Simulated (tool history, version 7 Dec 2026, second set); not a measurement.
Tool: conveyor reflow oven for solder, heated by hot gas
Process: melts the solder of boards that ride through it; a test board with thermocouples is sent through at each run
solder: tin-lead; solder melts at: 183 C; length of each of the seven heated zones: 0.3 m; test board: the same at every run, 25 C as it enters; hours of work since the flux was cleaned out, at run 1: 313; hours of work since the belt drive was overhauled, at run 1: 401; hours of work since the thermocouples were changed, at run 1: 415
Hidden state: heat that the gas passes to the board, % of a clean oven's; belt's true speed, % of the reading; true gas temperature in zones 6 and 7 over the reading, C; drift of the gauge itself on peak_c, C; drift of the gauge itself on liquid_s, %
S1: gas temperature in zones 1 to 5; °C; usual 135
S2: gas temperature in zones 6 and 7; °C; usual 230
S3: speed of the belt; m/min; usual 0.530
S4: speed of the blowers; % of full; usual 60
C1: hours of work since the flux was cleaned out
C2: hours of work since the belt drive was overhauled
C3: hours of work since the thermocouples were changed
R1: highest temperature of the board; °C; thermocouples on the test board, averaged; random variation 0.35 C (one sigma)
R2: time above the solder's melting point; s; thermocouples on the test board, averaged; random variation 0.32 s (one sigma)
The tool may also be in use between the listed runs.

{"run": 1, "hour": 0.0, "S1": 135, "S2": 230, "S3": 0.53, "S4": 60, "C1": 313, "C2": 401, "C3": 415, "R1": 208.0, "R2": 42.3}
{"run": 2, "hour": 20.3, "S1": 135, "S2": 230, "S3": 0.53, "S4": 60, "C1": 323, "C2": 412, "C3": 426, "R1": 207.2, "R2": 42.5}
{"run": 3, "hour": 38.4, "S1": 135, "S2": 230, "S3": 0.53, "S4": 60, "C1": 333, "C2": 421, "C3": 436, "R1": 208.1, "R2": 41.2}
{"run": 4, "hour": 51.0, "S1": 135, "S2": 230, "S3": 0.53, "S4": 60, "C1": 340, "C2": 428, "C3": 442, "R1": 207.6, "R2": 41.8}
{"run": 5, "hour": 72.0, "S1": 135, "S2": 230, "S3": 0.603, "S4": 60, "C1": 351, "C2": 439, "C3": 453, "R1": 202.6, "R2": 31.1}
{"run": 6, "hour": 94.4, "S1": 135, "S2": 230, "S3": 0.603, "S4": 60, "C1": 362, "C2": 451, "C3": 465, "R1": 202.6, "R2": 30.6}
{"run": 7, "hour": 111.8, "S1": 135, "S2": 230, "S3": 0.603, "S4": 60, "C1": 372, "C2": 460, "C3": 474, "R1": 202.3, "R2": 30.5}
{"run": 8, "hour": 122.7, "S1": 135, "S2": 230, "S3": 0.603, "S4": 85, "C1": 377, "C2": 466, "C3": 480, "R1": 208.1, "R2": 36.9}
{"run": 9, "hour": 139.9, "S1": 135, "S2": 230, "S3": 0.53, "S4": 60, "C1": 386, "C2": 475, "C3": 489, "R1": 206.8, "R2": 41.2}
{"run": 10, "hour": 160.9, "S1": 135, "S2": 230, "S3": 0.53, "S4": 60, "C1": 397, "C2": 486, "C3": 500, "R1": 207.5, "R2": 40.8}
{"run": 11, "hour": 181.1, "S1": 135, "S2": 230, "S3": 0.53, "S4": 60, "C1": 408, "C2": 496, "C3": 511, "R1": 206.5, "R2": 41.3}
{"run": 12, "hour": 201.2, "S1": 135, "S2": 230, "S3": 0.53, "S4": 60, "C1": 419, "C2": 507, "C3": 521, "R1": 207.1, "R2": 41.3}
{"run": 13, "hour": 220.8, "S1": 135, "S2": 230, "S3": 0.53, "S4": 60, "C1": 429, "C2": 517, "C3": 532, "R1": 207.1, "R2": 40.8}
{"hour": 226.0, "done": "belt drive overhauled, speed set with a stopwatch"}
{"run": 14, "hour": 236.2, "S1": 135, "S2": 230, "S3": 0.53, "S4": 60, "C1": 435, "C2": 5, "C3": 538, "R1": 206.7, "R2": 41.1}
{"run": 15, "hour": 251.3, "S1": 135, "S2": 230, "S3": 0.53, "S4": 60, "C1": 443, "C2": 13, "C3": 546, "R1": 206.8, "R2": 40.9}
{"run": 16, "hour": 262.8, "S1": 135, "S2": 230, "S3": 0.53, "S4": 71, "C1": 449, "C2": 19, "C3": 552, "R1": 209.1, "R2": 43.7}
{"run": 17, "hour": 282.2, "S1": 135, "S2": 230, "S3": 0.53, "S4": 71, "C1": 459, "C2": 30, "C3": 562, "R1": 208.9, "R2": 43.1}

The next listed run, before its measurement:
{"run": 18, "hour": 292.2, "S1": 135, "S2": 226, "S3": 0.466, "S4": 71, "C1": 464, "C2": 35, "C3": 567, "R1": "?", "R2": "?"}

{"run 18": {"R1": 210.1, "R2": 50.7}}
Without the tool's hidden state the same run would have given R1 215.3 °C, R2 55.8 s.

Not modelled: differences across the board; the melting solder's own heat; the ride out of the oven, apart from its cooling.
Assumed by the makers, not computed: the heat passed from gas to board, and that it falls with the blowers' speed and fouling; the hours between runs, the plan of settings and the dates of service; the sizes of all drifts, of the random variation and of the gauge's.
